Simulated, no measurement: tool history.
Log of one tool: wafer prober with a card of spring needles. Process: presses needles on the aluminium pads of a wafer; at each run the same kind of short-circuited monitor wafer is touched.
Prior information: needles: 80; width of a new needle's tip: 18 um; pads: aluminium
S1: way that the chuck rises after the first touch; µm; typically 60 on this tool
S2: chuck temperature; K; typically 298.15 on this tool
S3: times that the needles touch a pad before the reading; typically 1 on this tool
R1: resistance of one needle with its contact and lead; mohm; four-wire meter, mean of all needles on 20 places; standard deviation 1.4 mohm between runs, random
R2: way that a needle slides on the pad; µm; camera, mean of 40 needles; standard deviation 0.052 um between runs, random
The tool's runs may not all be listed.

run	hour	S1	S2	S3	R1	R2
1	0.0	60	298.15	1	237	12.69
# hour 3.3: tips cleaned on abrasive film
# hour 9.9: tips cleaned on abrasive film
# hour 16.5: tips cleaned on abrasive film
# hour 24.5: tips cleaned on abrasive film
# hour 32.6: tips cleaned on abrasive film
2	35.0	57	298.15	1	209	12.01
# hour 40.0: tips cleaned on abrasive film
# hour 46.5: tips cleaned on abrasive film
3	50.2	57	298.15	1	239	11.97
# hour 53.6: tips cleaned on abrasive film
# hour 61.7: tips cleaned on abrasive film
# hour 69.9: tips cleaned on abrasive film
# hour 76.5: tips cleaned on abrasive film
4	79.3	57	298.15	2	189	11.80
# hour 84.3: tips cleaned on abrasive film
# hour 90.9: tips cleaned on abrasive film
# hour 98.9: tips cleaned on abrasive film
# hour 107.0: tips cleaned on abrasive film
5	107.7	57	298.15	2	159	11.76
# hour 114.2: tips cleaned on abrasive film
# hour 120.8: tips cleaned on abrasive film
# hour 127.6: height of the first contact set anew
# hour 129.3: tips cleaned on abrasive film
# hour 137.4: tips cleaned on abrasive film
6	137.8	57	298.15	1	160	11.45
# hour 144.2: tips cleaned on abrasive film
# hour 150.7: tips cleaned on abrasive film
# hour 158.9: tips cleaned on abrasive film
7	164.4	57	309.15	1	283	11.33
# hour 166.1: tips cleaned on abrasive film
# hour 174.2: tips cleaned on abrasive film
# hour 180.8: tips cleaned on abrasive film
# hour 182.7: height of the first contact set anew, once more
# hour 189.1: tips cleaned on abrasive film
8	195.2	57	309.15	1	277	12.20
# hour 197.0: tips cleaned on abrasive film
# hour 203.5: tips cleaned on abrasive film
# hour 211.4: tips cleaned on abrasive film
# hour 218.0: tips cleaned on abrasive film
9	219.1	60	338.15	1	169	12.70
# hour 225.7: tips cleaned on abrasive film
# hour 232.2: tips cleaned on abrasive film
# hour 238.8: tips cleaned on abrasive film
# hour 246.9: tips cleaned on abrasive film
10	252.2	60	341.15	1	268	12.74
# hour 253.9: tips cleaned on abrasive film
# hour 262.1: tips cleaned on abrasive film
# hour 269.1: tips cleaned on abrasive film
11	269.1	60	341.15	1	157	12.52
# hour 275.7: tips cleaned on abrasive film
# hour 283.8: tips cleaned on abrasive film
# hour 292.0: tips cleaned on abrasive film
# hour 300.0: tips cleaned on abrasive film
12	302.0	60	341.15	1	205	12.36
# hour 306.9: tips cleaned on abrasive film
# hour 315.1: tips cleaned on abrasive film
# hour 323.2: tips cleaned on abrasive film
# hour 331.1: tips cleaned on abrasive film
# hour 334.3: height of the first contact set anew
13	334.3	62	298.15	1	219	13.30
# hour 339.1: tips cleaned on abrasive film
# hour 345.7: tips cleaned on abrasive film
# hour 353.8: tips cleaned on abrasive film
# hour 360.4: tips cleaned on abrasive film
14	363.9	62	298.15	1	218	13.12
# hour 367.2: tips cleaned on abrasive film
# hour 375.4: tips cleaned on abrasive film
# hour 382.0: tips cleaned on abrasive film
# hour 390.2: tips cleaned on abrasive film
15	394.7	48	349.15	2	260	10.06
# hour 397.8: tips cleaned on abrasive film
# hour 405.9: tips cleaned on abrasive film
16	409.0	48	349.15	2	225	9.97
# hour 414.0: tips cleaned on abrasive film
# hour 422.1: tips cleaned on abrasive film
# hour 428.6: tips cleaned on abrasive film
17	432.7	48	341.15	2	247	10.00
# hour 436.0: tips cleaned on abrasive film
# hour 442.6: tips cleaned on abrasive film
# hour 450.7: tips cleaned on abrasive film
18	454.4	52	298.15	1	290	10.75
# hour 457.6: tips cleaned on abrasive film
# hour 465.6: tips cleaned on abrasive film
# hour 473.8: tips cleaned on abrasive film
19	479.1	42	304.15	2	316	8.48
# hour 480.8: tips cleaned on abrasive film
# hour 485.7: height of the first contact set anew
# hour 489.1: tips cleaned on abrasive film
# hour 495.6: tips cleaned on abrasive film
# hour 502.2: tips cleaned on abrasive film
20	502.7	42	304.15	2	183	8.90
# hour 509.3: tips cleaned on abrasive film
# hour 517.3: tips cleaned on abrasive film
# hour 525.5: tips cleaned on abrasive film
21	526.9	68	298.15	2	158	14.35
# hour 533.5: tips cleaned on abrasive film
# hour 541.6: tips cleaned on abrasive film
# hour 548.2: tips cleaned on abrasive film
22	549.6	72	298.15	1	168	15.31
# hour 556.2: tips cleaned on abrasive film
# hour 564.2: tips cleaned on abrasive film
# hour 570.7: tips cleaned on abrasive film
# hour 578.9: tips cleaned on abrasive film
23	583.3	72	298.15	1	224	15.12
# hour 586.6: tips cleaned on abrasive film
# hour 593.2: tips cleaned on abrasive film
# hour 601.3: tips cleaned on abrasive film
24	604.8	60	298.15	2	207	12.43
# hour 608.0: tips cleaned on abrasive film
# hour 614.6: tips cleaned on abrasive film
25	619.3	52	298.15	1	326	10.65
# hour 622.7: tips cleaned on abrasive film
# hour 630.7: tips cleaned on abrasive film
# hour 637.5: height of the first contact set anew
# hour 639.1: tips cleaned on abrasive film
# hour 646.4: tips cleaned on abrasive film
26	646.4	52	298.15	1	150	11.02

Alternative continuations, all from the tool just after run 26; predict every row:
# hour 654.5: tips cleaned on abrasive film
# hour 662.5: tips cleaned on abrasive film
# hour 670.5: tips cleaned on abrasive film
# hour 677.1: tips cleaned on abrasive film
A	679.3	60	298.15	2	?	?
# hour 654.5: tips cleaned on abrasive film
# hour 662.5: tips cleaned on abrasive film
# hour 670.5: tips cleaned on abrasive film
# hour 677.1: tips cleaned on abrasive film
B	679.3	52	356.15	1	?	?
# hour 654.5: tips cleaned on abrasive film
# hour 662.5: tips cleaned on abrasive film
# hour 670.5: tips cleaned on abrasive film
# hour 677.1: tips cleaned on abrasive film
C	679.3	52	306.15	2	?	?
# hour 654.5: tips cleaned on abrasive film
# hour 662.5: tips cleaned on abrasive film
# hour 670.5: tips cleaned on abrasive film
# hour 677.1: tips cleaned on abrasive film
D	679.3	49	311.15	1	?	?

run	R1	R2
A	183	12.64
B	250	10.84
C	197	10.96
D	259	10.37
Had the tool no hidden state, the same runs would have come out as:
run	R1	R2
A	128	12.78
B	143	10.98
C	128	11.10
D	133	10.51
